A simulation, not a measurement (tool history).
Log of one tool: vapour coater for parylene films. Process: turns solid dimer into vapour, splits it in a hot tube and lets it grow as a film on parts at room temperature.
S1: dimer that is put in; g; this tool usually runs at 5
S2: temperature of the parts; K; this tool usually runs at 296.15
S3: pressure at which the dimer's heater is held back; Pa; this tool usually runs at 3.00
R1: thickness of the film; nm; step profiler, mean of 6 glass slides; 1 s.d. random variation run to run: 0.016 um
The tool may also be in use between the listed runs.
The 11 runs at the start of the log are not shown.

run	hour	S1	S2	S3	R1
12	228.2	5	296.15	3.00	1920
13	258.2	5	296.15	3.00	1880
14	283.9	5	296.15	3.00	1870
15	299.2	5	296.15	3.00	1890
16	315.3	5	296.15	3.00	1840
17	329.2	5	291.15	3.00	2060
# hour 332.7: table's thermometer calibrated
18	355.7	5	291.15	3.00	2070
19	380.0	3	291.15	4.87	1110
20	407.9	2	296.15	5.61	630
21	423.4	2	296.15	5.61	620
22	436.2	2	296.15	5.61	610
23	462.6	8	294.15	4.11	2790
# hour 467.3: table's thermometer calibrated, once more
# hour 483.0: trap's valve overhauled
24	486.7	8	305.15	4.11	2340
25	517.7	8	305.15	4.11	2300
26	532.1	9	291.15	10.57	2960
27	544.9	5	296.15	3.47	1840
28	572.9	5	292.15	4.90	1870
29	590.3	6	306.15	11.88	1330
30	610.7	3	292.15	3.84	1180
31	629.4	3	292.15	3.84	1170
32	645.1	3	292.15	3.84	1150
33	665.8	5	296.15	11.03	1390
34	686.4	5	296.15	11.03	1380
35	713.9	8	296.15	4.15	2740

4 ways to go on from here, each from the tool as it stands after run 35. What would each give?
A	731.7	4	301.15	3.06	?
B	731.7	8	289.15	3.64	?
C	731.7	7	296.15	4.15	?
D	731.7	8	296.15	8.45	?

run	R1
A	1290
B	3300
C	2390
D	2340
Take away the tool's hidden state, keep each run's random variation, and the runs would have read:
run	R1
A	1370
B	3500
C	2540
D	2490

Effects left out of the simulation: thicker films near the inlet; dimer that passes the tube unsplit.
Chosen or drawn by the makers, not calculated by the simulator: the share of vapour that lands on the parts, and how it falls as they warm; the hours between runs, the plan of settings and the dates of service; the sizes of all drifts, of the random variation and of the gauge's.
